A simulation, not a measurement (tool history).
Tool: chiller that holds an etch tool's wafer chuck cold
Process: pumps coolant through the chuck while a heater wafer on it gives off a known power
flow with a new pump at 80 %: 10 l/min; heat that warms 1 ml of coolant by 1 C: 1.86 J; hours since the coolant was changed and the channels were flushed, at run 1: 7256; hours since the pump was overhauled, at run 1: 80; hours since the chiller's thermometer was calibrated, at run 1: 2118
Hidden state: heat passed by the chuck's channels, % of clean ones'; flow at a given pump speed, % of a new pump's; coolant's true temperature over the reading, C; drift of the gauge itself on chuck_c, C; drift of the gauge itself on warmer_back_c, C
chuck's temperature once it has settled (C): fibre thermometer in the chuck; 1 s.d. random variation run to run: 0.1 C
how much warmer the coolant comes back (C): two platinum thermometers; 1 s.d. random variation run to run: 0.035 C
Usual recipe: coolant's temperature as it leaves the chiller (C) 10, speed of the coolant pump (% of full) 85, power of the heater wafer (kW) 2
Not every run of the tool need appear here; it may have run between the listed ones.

run   hour  coolant's temperature as it leaves the chiller (C)  speed of the coolant pump (% of full)  power of the heater wafer (kW)  hours since the coolant was changed and the channels were flushed  hours since the pump was overhauled  hours since the chiller's thermometer was calibrated  chuck's temperature once it has settled (C)  how much warmer the coolant comes back (C)
  1      0                                                  10                                     85                               2                                                               7256                                   80                                                  2118                                         29.4                                        6.06
  2     21                                                  10                                     85                           1.701                                                               7277                                  101                                                  2139                                         26.8                                        5.17
  3   38.4                                                  10                                     85                           1.701                                                               7294                                  118                                                  2156                                         26.8                                        5.21
  4   61.5                                                  10                                     85                               2                                                               7317                                  141                                                  2179                                         29.6                                        6.05
  5     85                                                  10                                     85                               2                                                               7341                                  165                                                  2203                                         29.6                                        6.08
  6  100.8                                                  10                                     85                               2                                                               7356                                  180                                                  2219                                         29.7                                         6.1
  7  119.5                                                  10                                     85                               2                                                               7375                                  199                                                  2237                                         29.6                                        6.12
  8  145.4                                                  10                                     85                               2                                                               7401                                  225                                                  2263                                         29.8                                        6.12
  9    177                                                  10                                     85                               2                                                               7433                                  257                                                  2295                                         29.7                                        6.11
 10  198.6                                                  10                                     85                           2.415                                                               7454                                  278                                                  2316                                         33.8                                         7.4
 11  211.5                                                   3                                     93                               2                                                               7467                                  291                                                  2329                                         21.1                                        5.52
 12    237                                                   3                                     93                               2                                                               7493                                  317                                                  2355                                         21.1                                         5.5
 13  259.7                                                  10                                     74                               2                                                               7515                                  339                                                  2377                                         32.3                                        7.08
 14  274.7                                                  18                                     74                               2                                                               7530                                  354                                                  2392                                         40.4                                        6.98
 15  302.8                                                  10                                     78                           2.721                                                               7558                                  382                                                  2420                                         39.1                                        9.12
 16  319.4                                                   1                                     65                           1.316                                                               7575                                  399                                                  2437                                         17.7                                        5.34
     329.2  -- coolant changed, channels flushed
 17  352.5                                                   1                                     65                           1.316                                                                 23                                  426                                                  2464                                         15.9                                        5.37
 18  376.9                                                   5                                     77                            1.71                                                                 48                                  450                                                  2489                                         21.3                                        5.83
 19  389.8                                                   5                                     77                            1.71                                                                 61                                  463                                                  2501                                         21.3                                        5.79
 20  412.2                                                  20                                     88                           1.748                                                                 83                                  486                                                  2524                                           35                                        5.12

Predict each of these 4 candidate next runs independently; none follows another, all start after run 20:
  A  428.5                                                  16                                     95                           1.357                                                                 99                                  502                                                  2540                                            ?                                           ?
  B  428.5                                                  19                                     86                           1.677                                                                 99                                  502                                                  2540                                            ?                                           ?
  C  428.5                                                  10                                     85                           2.977                                                                 99                                  502                                                  2540                                            ?                                           ?
  D  428.5                                                  15                                     88                           2.721                                                                 99                                  502                                                  2540                                            ?                                           ?

run  chuck's temperature once it has settled (C)  how much warmer the coolant comes back (C)
  A                                           27                                        3.72
  B                                         33.7                                        5.09
  C                                         35.8                                        9.15
  D                                         37.9                                         8.1
With no hidden state in the tool, these same runs would have given:
run  chuck's temperature once it has settled (C)  how much warmer the coolant comes back (C)
  A                                         26.5                                        3.67
  B                                         33.1                                        5.02
  C                                         35.1                                        9.03
  D                                         37.2                                           8
